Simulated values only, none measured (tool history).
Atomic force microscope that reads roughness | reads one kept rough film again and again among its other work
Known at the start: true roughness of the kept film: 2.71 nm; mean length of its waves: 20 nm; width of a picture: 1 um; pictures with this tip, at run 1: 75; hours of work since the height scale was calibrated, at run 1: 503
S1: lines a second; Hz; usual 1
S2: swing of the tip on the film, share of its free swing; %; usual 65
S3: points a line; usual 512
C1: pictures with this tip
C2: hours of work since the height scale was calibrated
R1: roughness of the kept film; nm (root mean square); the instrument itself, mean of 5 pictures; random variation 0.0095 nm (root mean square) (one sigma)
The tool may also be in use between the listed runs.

Run 1, hour 0: usual settings; C1 75; C2 503. Result: R1 1.909 nm (root mean square).
Run 2, hour 41.4: usual settings but S1 1.39 Hz; C1 117; C2 524. Result: R1 1.765 nm (root mean square).
At hour 65.1: new tip fitted.
Run 3, hour 68.9: usual settings; C1 4; C2 537. Result: R1 2.136 nm (root mean square).
Run 4, hour 115.4: usual settings; C1 51; C2 561. Result: R1 1.974 nm (root mean square).
Run 5, hour 164.9: usual settings; C1 101; C2 586. Result: R1 1.829 nm (root mean square).
At hour 206.8: new tip fitted.
Run 6, hour 220.7: usual settings; C1 14; C2 613. Result: R1 2.086 nm (root mean square).
Run 7, hour 243.9: usual settings; C1 38; C2 625. Result: R1 1.99 nm (root mean square).
Run 8, hour 273.7: usual settings; C1 68; C2 640. Result: R1 1.887 nm (root mean square).
Run 9, hour 296.6: usual settings; C1 91; C2 651. Result: R1 1.824 nm (root mean square).
Run 10, hour 325.8: usual settings; C1 121; C2 666. Result: R1 1.749 nm (root mean square).
At hour 345.1: new tip fitted.
Run 11, hour 376.8: usual settings but S1 2.28 Hz; C1 32; C2 691. Result: R1 1.911 nm (root mean square).
Run 12, hour 429.3: usual settings but S1 2.28 Hz; C1 85; C2 718. Result: R1 1.745 nm (root mean square).
Run 13, hour 480.8: usual settings but S1 2.28 Hz; C1 138; C2 744. Result: R1 1.615 nm (root mean square).
At hour 485.9: new tip fitted.
Run 14, hour 526: usual settings but S3 630; C1 41; C2 766. Result: R1 1.987 nm (root mean square).
Run 15, hour 569.9: usual settings but S3 630; C1 85; C2 788. Result: R1 1.84 nm (root mean square).
Run 16, hour 605.3: usual settings but S3 630; C1 121; C2 806. Result: R1 1.758 nm (root mean square).
At hour 623.1: new tip fitted.
Run 17, hour 637: usual settings but S3 291; C1 14; C2 821. Result: R1 2.019 nm (root mean square).
Run 18, hour 692.9: usual settings; C1 71; C2 849. Result: R1 1.895 nm (root mean square).
Run 19, hour 741.4: usual settings; C1 120; C2 874. Result: R1 1.771 nm (root mean square).
At hour 762.1: new tip fitted.
Run 20, hour 771.1: usual settings; C1 10; C2 888. Result: R1 2.084 nm (root mean square).
Run 21, hour 801.4: usual settings but S2 72 %; C1 40; C2 904. Result: R1 1.939 nm (root mean square).
Run 22, hour 837.2: usual settings but S3 844; C1 77; C2 922. Result: R1 1.888 nm (root mean square).
Run 23, hour 875.9: usual settings but S1 2.1 Hz, S2 57 %, S3 281; C1 116; C2 941. Result: R1 1.713 nm (root mean square).
At hour 899.8: new tip fitted.
Run 24, hour 917.3: usual settings but S1 2.12 Hz, S3 343; C1 17; C2 962. Result: R1 1.942 nm (root mean square).
Run 25, hour 946.3: usual settings but S1 2.12 Hz, S3 343; C1 47; C2 976. Result: R1 1.864 nm (root mean square).
Run 26, hour 996.1: usual settings but S1 2.12 Hz, S2 61 %, S3 334; C1 97; C2 1001. Result: R1 1.736 nm (root mean square).
Run 27, hour 1020.1: usual settings but S3 877; C1 122; C2 1013. Result: R1 1.778 nm (root mean square).
At hour 1037.8: new tip fitted.
Run 28, hour 1064.5: usual settings but S1 0.63 Hz, S2 74 %; C1 27; C2 1035. Result: R1 2.034 nm (root mean square).
Run 29, hour 1101.8: usual settings but S1 0.63 Hz, S2 74 %; C1 65; C2 1054. Result: R1 1.931 nm (root mean square).
Run 30, hour 1136.2: usual settings but S1 0.74 Hz, S2 57 %, S3 277; C1 100; C2 1071. Result: R1 1.824 nm (root mean square).
At hour 1176: new tip fitted.
Run 31, hour 1176: usual settings but S1 0.52 Hz, S2 89 %, S3 775; C1 0; C2 1091. Result: R1 2.057 nm (root mean square).
Run 32, hour 1226.1: usual settings but S1 1.31 Hz, S2 86 %, S3 340; C1 51; C2 1116. Result: R1 1.697 nm (root mean square).
Run 33, hour 1258.4: usual settings but S2 56 %; C1 83; C2 1132. Result: R1 1.911 nm (root mean square).
Run 34, hour 1281: usual settings but S2 56 %; C1 106; C2 1143. Result: R1 1.836 nm (root mean square).
At hour 1315.1: new tip fitted.
Run 35, hour 1315.1: usual settings but S2 56 %; C1 0; C2 1160. Result: R1 2.152 nm (root mean square).
Run 36, hour 1366.8: usual settings but S2 56 %; C1 52; C2 1186. Result: R1 1.96 nm (root mean square).
Run 37, hour 1411.2: usual settings but S2 56 %; C1 97; C2 1208. Result: R1 1.848 nm (root mean square).
Run 38, hour 1434: usual settings but S1 1.33 Hz, S2 89 %, S3 730; C1 120; C2 1220. Result: R1 1.507 nm (root mean square).
At hour 1456.6: new tip fitted.
Run 39, hour 1473.3: usual settings but S1 1.33 Hz, S2 89 %, S3 730; C1 16; C2 1239. Result: R1 1.779 nm (root mean square).
Run 40, hour 1528.5: usual settings but S1 1.17 Hz, S3 700; C1 72; C2 1267. Result: R1 1.889 nm (root mean square).
Run 41, hour 1553.3: usual settings but S1 2.77 Hz, S2 64 %, S3 466; C1 98; C2 1279. Result: R1 1.676 nm (root mean square).

Run 42 comes next. What will it give?
Run 42, hour 1584.9: usual settings but S1 2.77 Hz, S2 64 %, S3 466; C1 130; C2 1295. Result: R1 ?.

R1: 1.629 nm (root mean square)
Without the tool's hidden state the same run would have given R1 2.019 nm (root mean square).
